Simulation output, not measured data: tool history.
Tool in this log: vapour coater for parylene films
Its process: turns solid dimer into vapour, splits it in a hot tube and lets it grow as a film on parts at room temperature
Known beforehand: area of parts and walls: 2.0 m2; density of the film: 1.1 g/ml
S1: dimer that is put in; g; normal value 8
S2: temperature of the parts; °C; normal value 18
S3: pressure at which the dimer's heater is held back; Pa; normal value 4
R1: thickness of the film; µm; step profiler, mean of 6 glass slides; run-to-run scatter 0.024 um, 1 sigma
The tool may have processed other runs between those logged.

| run | hour | S1 | S2 | S3 | R1 |
|---|---|---|---|---|---|
| 1 | 0 | 8 | 18 | 4 | 1.63 |
| 2 | 87.3 | 6 | 18 | 4 | 1.22 |
| 3 | 159.6 | 10 | 18 | 4 | 2.01 |
| 4 | 221.2 | 10 | 18 | 4 | 1.99 |
| 5 | 262 | 8 | 18 | 2.05 | 1.8 |
| 6 | 344.4 | 4 | 18 | 4 | 0.81 |
| 7 | 401.6 | 4 | 18 | 4 | 0.8 |
|  | 408 | table's thermometer calibrated |
| 8 | 451.6 | 4 | 18 | 4 | 0.78 |
| 9 | 501.2 | 4 | 18 | 4 | 0.74 |
| 10 | 562 | 4 | 18 | 4 | 0.76 |
| 11 | 646.1 | 4 | 18 | 4 | 0.75 |
| 12 | 693.9 | 8 | 18 | 9.62 | 1.31 |
|  | 762.8 | trap's valve overhauled |
| 13 | 767 | 7 | 11 | 5.01 | 1.7 |
| 14 | 847 | 5 | 18 | 4 | 1.03 |
|  | 886.3 | table's thermometer calibrated, once more |
| 15 | 937.4 | 11 | 11 | 4.25 | 2.88 |
| 16 | 1021.7 | 11 | 11 | 4.25 | 2.85 |
| 17 | 1108.5 | 11 | 11 | 4.25 | 2.91 |
| 18 | 1165.4 | 11 | 18 | 4 | 2.2 |
| 19 | 1216.7 | 8 | 21 | 2.15 | 1.6 |
| 20 | 1253.7 | 4 | 11 | 5.53 | 1.01 |
| 21 | 1322.2 | 4 | 11 | 5.53 | 0.99 |
| 22 | 1361.2 | 7 | 10 | 11.87 | 1.5 |

Each row is a separate what-if for the run after 22, all from the same tool condition, not one after another. Results?
| A | 1398.7 | 9 | 10 | 3.96 | ? |
| B | 1398.7 | 4 | 10 | 4.22 | ? |
| C | 1398.7 | 4 | 22 | 8.51 | ? |
| D | 1398.7 | 8 | 14 | 4 | ? |
| E | 1398.7 | 11 | 15 | 4.79 | ? |

| run | R1 |
|---|---|
| A | 2.43 |
| B | 1.01 |
| C | 0.6 |
| D | 1.85 |
| E | 2.4 |
With the hidden condition removed and each run's random variation left untouched, the same runs would have given:
| run | R1 |
|---|---|
| A | 2.59 |
| B | 1.08 |
| C | 0.64 |
| D | 1.98 |
| E | 2.56 |
